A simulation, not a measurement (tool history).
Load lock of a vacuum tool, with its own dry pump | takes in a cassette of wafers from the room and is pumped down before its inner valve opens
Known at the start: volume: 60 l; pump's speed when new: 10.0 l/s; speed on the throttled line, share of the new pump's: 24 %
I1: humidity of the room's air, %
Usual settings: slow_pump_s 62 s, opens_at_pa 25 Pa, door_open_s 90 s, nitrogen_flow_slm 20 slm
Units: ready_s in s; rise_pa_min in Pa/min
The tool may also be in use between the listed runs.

{"run": 1, "hour": 0.0, "slow_pump_s": 62, "opens_at_pa": 25, "door_open_s": 90, "nitrogen_flow_slm": 20, "I1": 39.3, "ready_s": 99.2, "rise_pa_min": 0.088}
{"run": 2, "hour": 54.5, "slow_pump_s": 62, "opens_at_pa": 27, "door_open_s": 90, "nitrogen_flow_slm": 20, "I1": 45.0, "ready_s": 99.1, "rise_pa_min": 0.092}
{"run": 3, "hour": 139.2, "slow_pump_s": 62, "opens_at_pa": 27, "door_open_s": 90, "nitrogen_flow_slm": 20, "I1": 44.5, "ready_s": 98.7, "rise_pa_min": 0.094}
{"run": 4, "hour": 225.9, "slow_pump_s": 62, "opens_at_pa": 27, "door_open_s": 90, "nitrogen_flow_slm": 20, "I1": 45.5, "ready_s": 99.6, "rise_pa_min": 0.092}
{"run": 5, "hour": 296.3, "slow_pump_s": 38, "opens_at_pa": 25, "door_open_s": 90, "nitrogen_flow_slm": 20, "I1": 46.1, "ready_s": 81.4, "rise_pa_min": 0.094}
{"run": 6, "hour": 352.0, "slow_pump_s": 62, "opens_at_pa": 25, "door_open_s": 90, "nitrogen_flow_slm": 20, "I1": 47.7, "ready_s": 100.0, "rise_pa_min": 0.097}
{"run": 7, "hour": 465.8, "slow_pump_s": 62, "opens_at_pa": 25, "door_open_s": 90, "nitrogen_flow_slm": 20, "I1": 42.1, "ready_s": 99.7, "rise_pa_min": 0.092}
{"run": 8, "hour": 564.7, "slow_pump_s": 62, "opens_at_pa": 25, "door_open_s": 90, "nitrogen_flow_slm": 20, "I1": 46.8, "ready_s": 99.5, "rise_pa_min": 0.095}
{"run": 9, "hour": 634.8, "slow_pump_s": 62, "opens_at_pa": 25, "door_open_s": 90, "nitrogen_flow_slm": 20, "I1": 43.9, "ready_s": 100.0, "rise_pa_min": 0.097}
{"run": 10, "hour": 759.2, "slow_pump_s": 62, "opens_at_pa": 25, "door_open_s": 90, "nitrogen_flow_slm": 20, "I1": 41.4, "ready_s": 99.8, "rise_pa_min": 0.103}
{"run": 11, "hour": 876.0, "slow_pump_s": 62, "opens_at_pa": 25, "door_open_s": 90, "nitrogen_flow_slm": 20, "I1": 46.4, "ready_s": 99.4, "rise_pa_min": 0.107}
{"run": 12, "hour": 935.7, "slow_pump_s": 93, "opens_at_pa": 25, "door_open_s": 90, "nitrogen_flow_slm": 20, "I1": 49.0, "ready_s": 122.4, "rise_pa_min": 0.111}
{"run": 13, "hour": 1030.8, "slow_pump_s": 118, "opens_at_pa": 25, "door_open_s": 90, "nitrogen_flow_slm": 20, "I1": 44.3, "ready_s": 140.8, "rise_pa_min": 0.098}
{"run": 14, "hour": 1142.9, "slow_pump_s": 46, "opens_at_pa": 48, "door_open_s": 90, "nitrogen_flow_slm": 20, "I1": 44.9, "ready_s": 84.1, "rise_pa_min": 0.107}
{"run": 15, "hour": 1194.5, "slow_pump_s": 46, "opens_at_pa": 48, "door_open_s": 90, "nitrogen_flow_slm": 20, "I1": 42.5, "ready_s": 84.0, "rise_pa_min": 0.11}
{"run": 16, "hour": 1296.4, "slow_pump_s": 62, "opens_at_pa": 25, "door_open_s": 90, "nitrogen_flow_slm": 4, "I1": 43.0, "ready_s": 100.6, "rise_pa_min": 0.12}
{"run": 17, "hour": 1367.4, "slow_pump_s": 53, "opens_at_pa": 24, "door_open_s": 215, "nitrogen_flow_slm": 5, "I1": 48.1, "ready_s": 93.9, "rise_pa_min": 0.148}
{"run": 18, "hour": 1487.1, "slow_pump_s": 113, "opens_at_pa": 25, "door_open_s": 152, "nitrogen_flow_slm": 5, "I1": 43.8, "ready_s": 138.3, "rise_pa_min": 0.14}
{"run": 19, "hour": 1583.7, "slow_pump_s": 102, "opens_at_pa": 25, "door_open_s": 152, "nitrogen_flow_slm": 13, "I1": 46.3, "ready_s": 129.5, "rise_pa_min": 0.125}
{"run": 20, "hour": 1702.5, "slow_pump_s": 95, "opens_at_pa": 48, "door_open_s": 191, "nitrogen_flow_slm": 31, "I1": 46.0, "ready_s": 120.3, "rise_pa_min": 0.125}
{"run": 21, "hour": 1780.3, "slow_pump_s": 95, "opens_at_pa": 48, "door_open_s": 191, "nitrogen_flow_slm": 31, "I1": 46.3, "ready_s": 121.2, "rise_pa_min": 0.128}
{"run": 22, "hour": 1835.2, "slow_pump_s": 82, "opens_at_pa": 28, "door_open_s": 191, "nitrogen_flow_slm": 43, "I1": 45.0, "ready_s": 114.2, "rise_pa_min": 0.122}

5 ways to go on from here, each from the tool as it stands after run 22. What would each give?
{"run": "A", "hour": 1930.5, "slow_pump_s": 82, "opens_at_pa": 28, "door_open_s": 191, "nitrogen_flow_slm": 22, "I1": 45.3, "ready_s": "?", "rise_pa_min": "?"}
{"run": "B", "hour": 1930.5, "slow_pump_s": 82, "opens_at_pa": 19, "door_open_s": 223, "nitrogen_flow_slm": 13, "I1": 47.9, "ready_s": "?", "rise_pa_min": "?"}
{"run": "C", "hour": 1930.5, "slow_pump_s": 122, "opens_at_pa": 25, "door_open_s": 35, "nitrogen_flow_slm": 4, "I1": 44.5, "ready_s": "?", "rise_pa_min": "?"}
{"run": "D", "hour": 1930.5, "slow_pump_s": 62, "opens_at_pa": 25, "door_open_s": 25, "nitrogen_flow_slm": 20, "I1": 43.7, "ready_s": "?", "rise_pa_min": "?"}
{"run": "E", "hour": 1930.5, "slow_pump_s": 62, "opens_at_pa": 27, "door_open_s": 90, "nitrogen_flow_slm": 10, "I1": 45.7, "ready_s": "?", "rise_pa_min": "?"}

run=A ready_s=114.4 rise_pa_min=0.138
run=B ready_s=116.9 rise_pa_min=0.146
run=C ready_s=144.9 rise_pa_min=0.115
run=D ready_s=100.4 rise_pa_min=0.108
run=E ready_s=99.8 rise_pa_min=0.129
Without the tool's hidden state the same runs would have given:
run=A ready_s=111.5 rise_pa_min=0.043
run=B ready_s=113.8 rise_pa_min=0.053
run=C ready_s=142.8 rise_pa_min=0.020
run=D ready_s=97.0 rise_pa_min=0.013
run=E ready_s=96.4 rise_pa_min=0.033

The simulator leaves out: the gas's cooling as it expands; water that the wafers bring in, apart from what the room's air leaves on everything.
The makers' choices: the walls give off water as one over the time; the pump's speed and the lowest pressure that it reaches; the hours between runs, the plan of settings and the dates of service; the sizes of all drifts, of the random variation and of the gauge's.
